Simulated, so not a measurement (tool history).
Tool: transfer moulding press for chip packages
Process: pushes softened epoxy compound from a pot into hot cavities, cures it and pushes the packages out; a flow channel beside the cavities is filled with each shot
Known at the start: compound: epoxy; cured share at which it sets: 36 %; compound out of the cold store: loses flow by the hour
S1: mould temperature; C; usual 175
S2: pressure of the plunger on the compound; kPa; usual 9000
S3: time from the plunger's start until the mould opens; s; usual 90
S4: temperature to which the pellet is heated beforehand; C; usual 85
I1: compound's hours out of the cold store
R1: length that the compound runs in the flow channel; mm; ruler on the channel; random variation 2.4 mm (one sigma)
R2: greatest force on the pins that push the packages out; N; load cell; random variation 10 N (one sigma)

| run | day | S1 | S2 | S3 | S4 | I1 | R1 | R2 |
|---|---|---|---|---|---|---|---|---|
| 1 | 0.000 | 175 | 9000 | 90 | 85 | 19.3 | 758 | 596 |
| 2 | 0.608 | 175 | 9000 | 90 | 85 | 40.1 | 719 | 664 |
| 3 | 1.388 | 175 | 9000 | 90 | 85 | 33.2 | 728 | 769 |
|  | 1.583 | cavities cleaned with cleaning compound and waxed |
| 4 | 2.208 | 177 | 9000 | 90 | 85 | 35.3 | 718 | 779 |
| 5 | 3.421 | 177 | 9000 | 90 | 85 | 46.8 | 689 | 827 |
|  | 3.704 | cavities cleaned with cleaning compound and waxed |
| 6 | 4.083 | 175 | 10850 | 90 | 85 | 13.0 | 840 | 543 |
| 7 | 5.188 | 175 | 10850 | 90 | 85 | 43.3 | 770 | 649 |
|  | 5.833 | cavities cleaned with cleaning compound and waxed |
| 8 | 6.317 | 175 | 10850 | 90 | 85 | 34.9 | 784 | 531 |
| 9 | 6.912 | 175 | 10850 | 90 | 85 | 34.3 | 788 | 622 |
|  | 7.383 | mould's thermocouples calibrated |
| 10 | 7.938 | 175 | 10850 | 90 | 89 | 27.0 | 806 | 777 |
|  | 8.125 | cavities cleaned with cleaning compound and waxed |
| 11 | 8.796 | 175 | 10850 | 90 | 89 | 46.5 | 769 | 595 |
| 12 | 9.446 | 175 | 10850 | 90 | 89 | 13.4 | 834 | 691 |
|  | 10.050 | cavities cleaned with cleaning compound and waxed, once more |
| 13 | 10.150 | 175 | 9000 | 90 | 88 | 32.9 | 722 | 473 |
| 14 | 11.067 | 175 | 9000 | 90 | 88 | 47.1 | 694 | 623 |
|  | 12.171 | cavities cleaned with cleaning compound and waxed |
| 15 | 12.171 | 175 | 9000 | 77 | 95 | 30.8 | 719 | 607 |
| 16 | 13.038 | 175 | 7740 | 79 | 85 | 22.2 | 689 | 788 |
| 17 | 13.804 | 175 | 9000 | 90 | 92 | 30.8 | 718 | 721 |
|  | 14.354 | cavities cleaned with cleaning compound and waxed |
| 18 | 14.462 | 175 | 9000 | 90 | 92 | 38.1 | 704 | 493 |
|  | 15.004 | plunger's sealing rings changed |
| 19 | 15.288 | 176 | 7100 | 72 | 78 | 18.1 | 676 | 955 |
| 20 | 15.962 | 172 | 9710 | 75 | 83 | 10.3 | 824 | 1294 |

The next listed run, before its measurement:
|  | 16.592 | cavities cleaned with cleaning compound and waxed |
| 21 | 17.462 | 175 | 9000 | 102 | 83 | 31.4 | ? | ? |

{"run 21": {"R1": 732, "R2": 544}}
Without the tool's hidden state the same run would have given R1 738 mm, R2 412 N.
